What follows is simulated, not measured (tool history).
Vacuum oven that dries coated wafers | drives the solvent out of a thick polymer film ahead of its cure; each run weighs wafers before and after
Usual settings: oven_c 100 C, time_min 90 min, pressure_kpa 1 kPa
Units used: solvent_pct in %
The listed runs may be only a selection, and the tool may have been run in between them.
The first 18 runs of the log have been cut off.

| run | hour | oven_c | time_min | pressure_kpa | solvent_pct |
|---|---|---|---|---|---|
| 19 | 693.7 | 110 | 67 | 2.26 | 1.92 |
| 20 | 727.5 | 110 | 67 | 2.26 | 1.96 |
| 21 | 750.8 | 96 | 90 | 1 | 3.13 |
| 22 | 788.4 | 96 | 90 | 1 | 3.09 |
| 23 | 824 | 100 | 152 | 2.08 | 1.62 |
| 24 | 846.6 | 100 | 152 | 2.08 | 1.67 |
| 25 | 883.4 | 87 | 147 | 0.79 | 3.07 |
| 26 | 937.3 | 97 | 90 | 2.34 | 3.75 |
| 27 | 981.6 | 100 | 65 | 2.11 | 4.46 |
| 28 | 1009.9 | 100 | 47 | 1 | 5.84 |
| 29 | 1058.8 | 102 | 148 | 3.24 | 2.28 |
| 30 | 1113.1 | 100 | 91 | 1.1 | 2.36 |
| 31 | 1146.7 | 100 | 62 | 0.8 | 4 |

Here are 3 independent what-if runs from the current tool condition. What would each one return?
| A | 1173.5 | 100 | 70 | 0.74 | ? |
| B | 1173.5 | 108 | 90 | 0.94 | ? |
| C | 1173.5 | 100 | 107 | 2.9 | ? |

| run | solvent_pct |
|---|---|
| A | 3.31 |
| B | 1.01 |
| C | 2.91 |
What these runs would have given with no unlogged condition in the tool:
| run | solvent_pct |
|---|---|
| A | 3 |
| B | 0.86 |
| C | 2.65 |

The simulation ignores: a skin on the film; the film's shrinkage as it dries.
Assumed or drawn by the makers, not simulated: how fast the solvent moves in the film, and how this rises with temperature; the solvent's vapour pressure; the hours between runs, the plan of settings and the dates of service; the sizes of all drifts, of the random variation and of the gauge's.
